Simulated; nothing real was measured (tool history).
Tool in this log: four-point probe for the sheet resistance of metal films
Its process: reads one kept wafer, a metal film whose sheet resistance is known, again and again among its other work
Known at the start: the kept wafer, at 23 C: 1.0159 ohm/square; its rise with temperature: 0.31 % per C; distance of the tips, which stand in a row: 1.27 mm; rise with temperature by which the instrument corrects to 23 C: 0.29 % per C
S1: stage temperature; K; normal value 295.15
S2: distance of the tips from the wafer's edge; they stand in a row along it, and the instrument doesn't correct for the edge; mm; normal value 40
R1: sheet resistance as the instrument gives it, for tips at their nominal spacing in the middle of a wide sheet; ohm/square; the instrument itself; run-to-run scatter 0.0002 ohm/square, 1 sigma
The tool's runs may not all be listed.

Run 1, hour 0.0: usual settings. Result: R1 1.011201 ohm/square.
Run 2, hour 46.1: usual settings. Result: R1 1.011052 ohm/square.
Run 3, hour 118.3: usual settings but S2 27 mm. Result: R1 1.011910 ohm/square.
Run 4, hour 150.6: usual settings. Result: R1 1.011194 ohm/square.
Run 5, hour 184.4: usual settings. Result: R1 1.011172 ohm/square.
Run 6, hour 223.0: usual settings. Result: R1 1.011102 ohm/square.
Run 7, hour 297.6: usual settings but S1 306.15 K. Result: R1 1.013701 ohm/square.
Run 8, hour 337.1: usual settings but S1 297.15 K. Result: R1 1.011700 ohm/square.
Run 9, hour 407.1: usual settings but S1 297.15 K. Result: R1 1.011584 ohm/square.
Run 10, hour 482.4: usual settings but S1 296.15 K, S2 3 mm. Result: R1 1.099451 ohm/square.
Run 11, hour 562.7: usual settings but S1 298.15 K, S2 7 mm. Result: R1 1.029234 ohm/square.
Run 12, hour 614.4: usual settings but S1 298.15 K, S2 7 mm. Result: R1 1.029422 ohm/square.
Run 13, hour 647.7: usual settings but S1 291.15 K, S2 13 mm. Result: R1 1.015227 ohm/square.
Run 14, hour 682.1: usual settings but S1 291.15 K, S2 13 mm. Result: R1 1.015081 ohm/square.
Run 15, hour 748.5: usual settings but S1 305.15 K, S2 7 mm. Result: R1 1.030804 ohm/square.
Run 16, hour 804.3: usual settings but S1 307.15 K, S2 5 mm. Result: R1 1.047664 ohm/square.
Run 17, hour 857.5: usual settings but S2 6 mm. Result: R1 1.034817 ohm/square.
Run 18, hour 906.9: usual settings but S2 6 mm. Result: R1 1.035222 ohm/square.

4 options for the next run, each taken on its own from the tool as it stands now. Forecast them:
Run A, hour 975.4: usual settings but S1 296.15 K, S2 20 mm. Result: R1 ?.
Run B, hour 975.4: usual settings but S2 30 mm. Result: R1 ?.
Run C, hour 975.4: usual settings but S1 301.15 K, S2 21 mm. Result: R1 ?.
Run D, hour 975.4: usual settings but S1 298.15 K, S2 6 mm. Result: R1 ?.

run        R1
  A  1.013565
  B  1.012099
  C  1.014686
  D  1.035736
Take away the tool's hidden state, keep each run's random variation, and the runs would have read:
run        R1
  A  1.018089
  B  1.016625
  C  1.019173
  D  1.040339
